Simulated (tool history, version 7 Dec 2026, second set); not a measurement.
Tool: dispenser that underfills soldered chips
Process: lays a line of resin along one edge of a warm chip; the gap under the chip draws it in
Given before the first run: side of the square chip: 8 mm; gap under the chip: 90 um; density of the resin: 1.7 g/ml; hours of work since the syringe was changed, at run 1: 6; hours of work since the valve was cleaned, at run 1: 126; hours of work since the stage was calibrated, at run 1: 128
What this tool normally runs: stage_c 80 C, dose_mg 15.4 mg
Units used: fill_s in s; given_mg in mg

run  hour  stage_c  dose_mg  hours of work since the syringe was changed  hours of work since the valve was cleaned  hours of work since the stage was calibrated  fill_s  given_mg
  1   0.0       80     15.4                                            6                                        126                                           128    59.6     13.53
      3.2  -- new syringe of resin
  2   3.8       80     14.5                                            0                                        129                                           131    50.9     12.78
  3   7.4       80     14.5                                            3                                        132                                           133    56.6     12.77
  4  11.1       80     14.5                                            6                                        134                                           136    62.1     12.65
     14.1  -- new syringe of resin
  5  16.1       87     15.4                                            1                                        138                                           139    44.3     13.36
  6  21.0       87     15.4                                            5                                        141                                           143    49.1     13.51
     24.9  -- new syringe of resin
  7  26.0       94     15.2                                            1                                        145                                           146    35.2     13.16
  8  28.7       73     17.9                                            3                                        147                                           148    65.2     15.33
     34.5  -- dispensing valve cleaned and set on the balance
  9  34.5       73     17.9                                            6                                          0                                           152    71.6     17.81
     36.6  -- new syringe of resin
 10  39.4       78     14.0                                            2                                          3                                           155    55.2     14.04
 11  44.0       90     15.8                                            5                                          7                                           159    44.1     15.69

Alternative continuations, all from the tool just after run 11; predict every row:
     47.4  -- new syringe of resin
  A  47.5       81     15.4                                            0                                          9                                           161       ?         ?
     47.4  -- new syringe of resin
  B  47.5       94     15.8                                            0                                          9                                           161       ?         ?
     47.4  -- new syringe of resin
  C  47.5       74     19.4                                            0                                          9                                           161       ?         ?

run  fill_s  given_mg
  A    48.3     15.24
  B    33.9     15.80
  C    58.7     19.17
Without the tool's unlogged condition, the same runs would have read:
run  fill_s  given_mg
  A    48.6     15.36
  B    34.1     15.92
  C    59.2     19.32

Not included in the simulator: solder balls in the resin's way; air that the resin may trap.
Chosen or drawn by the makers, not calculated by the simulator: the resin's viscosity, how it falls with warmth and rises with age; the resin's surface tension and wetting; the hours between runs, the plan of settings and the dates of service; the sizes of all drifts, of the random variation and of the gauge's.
